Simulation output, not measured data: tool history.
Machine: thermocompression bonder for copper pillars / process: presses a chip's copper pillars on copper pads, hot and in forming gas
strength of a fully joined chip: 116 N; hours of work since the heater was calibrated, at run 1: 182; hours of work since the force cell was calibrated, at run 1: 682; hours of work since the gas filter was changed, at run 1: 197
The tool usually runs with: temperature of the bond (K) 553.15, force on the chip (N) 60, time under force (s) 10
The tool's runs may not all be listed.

run,hour,temperature of the bond (K),force on the chip (N),time under force (s),hours of work since the heater was calibrated,hours of work since the force cell was calibrated,hours of work since the gas filter was changed,force that shears a chip off (N)
1,0.0,553.15,60,10,182,682,197,73.4
2,17.7,553.15,60,10,192,693,207,73.9
3,38.7,553.15,60,21,205,705,220,89.6
4,51.0,553.15,60,21,213,713,228,88.9
5,64.0,553.15,60,21,221,721,236,88.7
# hour 69.4: force cell calibrated
6,75.9,553.15,60,8,227,4,242,69.0
# hour 78.4: forming gas filter changed
7,96.2,553.15,84,10,240,16,11,85.9
8,115.1,553.15,84,10,251,28,23,86.4
9,131.4,553.15,84,15,261,38,33,93.5
10,150.6,553.15,84,15,273,50,44,94.1
11,166.7,553.15,60,10,283,60,54,74.4
12,177.8,553.15,60,10,290,66,61,74.1
13,194.5,553.15,82,10,300,77,72,84.8
14,204.6,553.15,82,10,306,83,78,85.6
15,224.0,553.15,82,10,318,95,90,85.8
16,234.8,553.15,82,10,325,102,96,84.7
17,244.9,553.15,82,10,331,108,103,85.3
18,259.7,553.15,80,10,340,117,112,85.4
19,274.1,553.15,80,10,349,126,121,84.8
20,282.8,553.15,80,10,354,131,126,84.7
21,301.9,553.15,80,10,366,143,138,84.6
22,312.8,553.15,80,10,373,150,144,85.0
23,328.4,535.15,38,13,383,159,154,55.9
24,341.4,540.15,70,13,391,167,162,79.1
25,360.6,563.15,57,14,402,179,174,84.9
26,377.6,563.15,40,10,413,190,184,66.1
27,394.3,556.15,40,6,423,200,195,52.5
28,412.6,556.15,40,6,434,211,206,52.5
29,426.9,556.15,64,6,443,220,215,68.4
30,442.3,554.15,64,11,453,229,224,80.0
# hour 443.5: gauge calibrated
31,461.9,554.15,64,11,465,241,236,78.4
# hour 473.9: forming gas filter changed
32,475.3,544.15,40,12,473,249,1,58.9
33,487.6,579.15,40,12,480,257,8,76.4
34,496.6,570.15,89,22,486,263,14,106.4
35,507.6,570.15,89,22,493,269,21,106.6
36,521.8,570.15,89,22,501,278,30,106.7
37,542.2,570.15,89,22,514,291,42,106.7
38,554.2,540.15,60,10,521,298,49,67.6
39,564.3,540.15,60,6,528,304,56,55.7

How the hidden state differs across the entries between the runs, from the last listed run before each to the first after it:
Logged between run 5 and run 6: force cell calibrated (hour 69.4)
  true temperature of the bond over the reading, C: 0 -> -0.1; force that reaches the chip, % of what is set: 100.2 -> 100; oxide that the forming gas leaves, % of the face: 0.61 -> 0.62; drift of the gauge itself on shear_n, %: 0.43 -> 0.5
  measured value less the no-hidden-state value, force that shears a chip off (N): +0.3 -> +0.2
Logged between run 6 and run 7: forming gas filter changed (hour 78.4)
  oxide that the forming gas leaves, % of the face: 0.62 -> 0.51; drift of the gauge itself on shear_n, %: 0.5 -> 0.64
  measured value less the no-hidden-state value, force that shears a chip off (N): +0.2 -> +0.5
Logged between run 30 and run 31: gauge calibrated (hour 443.5)
  force that reaches the chip, % of what is set: 100 -> 100.1; oxide that the forming gas leaves, % of the face: 0.61 -> 0.62; drift of the gauge itself on shear_n, %: 2.99 -> 0.12
  measured value less the no-hidden-state value, force that shears a chip off (N): +2.2 -> +0.0
Logged between run 31 and run 32: forming gas filter changed (hour 473.9)
  oxide that the forming gas leaves, % of the face: 0.62 -> 0.5; drift of the gauge itself on shear_n, %: 0.12 -> 0.21
  measured value less the no-hidden-state value, force that shears a chip off (N): +0.0 -> +0.1
